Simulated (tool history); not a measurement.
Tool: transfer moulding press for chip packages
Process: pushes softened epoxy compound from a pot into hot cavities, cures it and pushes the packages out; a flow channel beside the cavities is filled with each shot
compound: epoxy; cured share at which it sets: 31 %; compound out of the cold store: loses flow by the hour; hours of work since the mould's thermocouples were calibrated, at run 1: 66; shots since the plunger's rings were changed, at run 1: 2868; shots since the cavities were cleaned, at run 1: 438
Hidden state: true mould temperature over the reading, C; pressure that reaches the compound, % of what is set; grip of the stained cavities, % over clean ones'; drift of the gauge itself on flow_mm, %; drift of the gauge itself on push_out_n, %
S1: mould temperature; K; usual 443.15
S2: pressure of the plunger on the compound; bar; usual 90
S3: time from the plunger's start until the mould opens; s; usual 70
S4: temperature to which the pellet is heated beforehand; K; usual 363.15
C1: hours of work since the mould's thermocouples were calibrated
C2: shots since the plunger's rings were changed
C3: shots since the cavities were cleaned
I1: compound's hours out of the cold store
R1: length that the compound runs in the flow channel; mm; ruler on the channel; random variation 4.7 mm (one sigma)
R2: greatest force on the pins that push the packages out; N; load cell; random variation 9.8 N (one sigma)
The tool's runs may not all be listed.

run	hour	S1	S2	S3	S4	C1	C2	C3	I1	R1	R2
1	0	443.15	90	70	363.15	66	2868	438	30.6	711	608
2	24.7	449.15	90	70	363.15	84	3285	855	45.1	645	605
3	36.7	449.15	90	70	363.15	93	3488	1058	21.3	705	617
# hour 40.9: cavities cleaned with cleaning compound and waxed
4	63.1	443.15	94.2	70	363.15	111	3907	374	14.6	761	666
5	85.7	443.15	94.2	70	363.15	128	4290	757	39.9	699	721
# hour 108.2: cavities cleaned with cleaning compound and waxed
6	111.6	443.15	94.2	70	363.15	146	4701	58	33.5	710	478
7	131.3	443.15	90	70	363.15	160	5033	390	11.3	757	667
8	154	449.15	90	70	363.15	177	5417	774	18.3	713	617
9	171.7	449.15	90	70	363.15	190	5716	1073	36.5	661	618
# hour 174.5: cavities cleaned with cleaning compound and waxed
# hour 195.4: plunger's sealing rings changed
10	201.6	449.15	90	70	363.15	209	104	415	43.4	683	511
11	227.8	449.15	90	70	363.15	228	546	857	18.5	749	584
# hour 243.5: cavities cleaned with cleaning compound and waxed
12	243.6	441.15	90	70	363.15	239	788	2	42.7	700	530
13	256.6	441.15	90	70	363.15	248	1007	221	35.6	719	645
14	277.4	443.15	90	84	363.15	263	1359	573	13.4	769	552
15	302.4	443.15	97.2	81	363.15	282	1779	993	36.9	724	632

The next listed run, before its measurement:
# hour 309.9: cavities cleaned with cleaning compound and waxed
16	330.4	443.15	97.2	81	363.15	301	2228	347	38	?	?

{"run 16": {"R1": 721, "R2": 517}}
Without the tool's hidden state the same run would have given R1 733 mm, R2 374 N.
